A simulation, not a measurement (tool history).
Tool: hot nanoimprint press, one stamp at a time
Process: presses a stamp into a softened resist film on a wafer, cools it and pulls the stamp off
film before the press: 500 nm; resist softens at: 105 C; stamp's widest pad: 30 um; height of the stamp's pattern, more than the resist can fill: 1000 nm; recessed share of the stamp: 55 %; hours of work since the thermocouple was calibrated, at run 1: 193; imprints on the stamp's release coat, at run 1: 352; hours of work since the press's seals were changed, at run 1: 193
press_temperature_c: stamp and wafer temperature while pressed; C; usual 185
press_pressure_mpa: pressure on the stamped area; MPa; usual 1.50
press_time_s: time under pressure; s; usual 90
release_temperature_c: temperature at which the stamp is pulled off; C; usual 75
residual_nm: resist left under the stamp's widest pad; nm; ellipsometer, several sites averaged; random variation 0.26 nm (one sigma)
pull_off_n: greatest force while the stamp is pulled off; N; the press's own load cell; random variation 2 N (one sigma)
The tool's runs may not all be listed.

run	hour	press_temperature_c	press_pressure_mpa	press_time_s	release_temperature_c	hours of work since the thermocouple was calibrated	imprints on the stamp's release coat	hours of work since the press's seals were changed	residual_nm	pull_off_n
1	0.0	185	1.50	90	75	193	352	193	223.8	204
2	14.2	185	1.50	90	75	200	386	200	223.9	206
3	29.1	185	1.50	90	75	209	423	209	224.2	204
4	45.2	185	1.50	109	75	217	462	217	208.0	204
5	63.7	185	1.50	90	75	227	507	227	223.7	204
6	80.7	185	1.50	90	75	237	548	237	223.7	204
7	94.8	185	1.50	90	75	245	583	245	223.5	207
8	108.2	185	1.50	90	75	252	615	252	223.6	206
9	131.8	185	1.50	90	75	265	673	265	223.9	200
10	147.2	185	1.50	90	75	273	710	273	224.1	204
11	171.2	185	2.09	90	75	286	768	286	191.5	197
# hour 199.5: stamp cleaned and given a new release coat
12	205.7	185	1.50	90	75	302	15	302	223.7	199
13	231.8	185	1.50	90	75	316	78	316	223.9	205
14	262.4	178	1.48	176	64	333	153	333	212.6	249
15	278.7	185	1.50	90	65	342	192	342	223.7	241
16	296.2	185	1.50	90	65	352	235	352	224.0	245
17	325.4	185	1.06	106	65	368	306	368	246.3	241
18	356.6	196	1.50	90	75	385	382	385	169.3	204
19	372.2	179	1.50	46	72	393	420	393	323.3	214

Run 20 comes next. What will it give?
20	400.8	190	2.20	46	72	409	489	409	?	?

{"run 20": {"residual_nm": 212.8, "pull_off_n": 213}}
Without the tool's hidden state the same run would have given residual_nm 212.9 nm, pull_off_n 212 N.
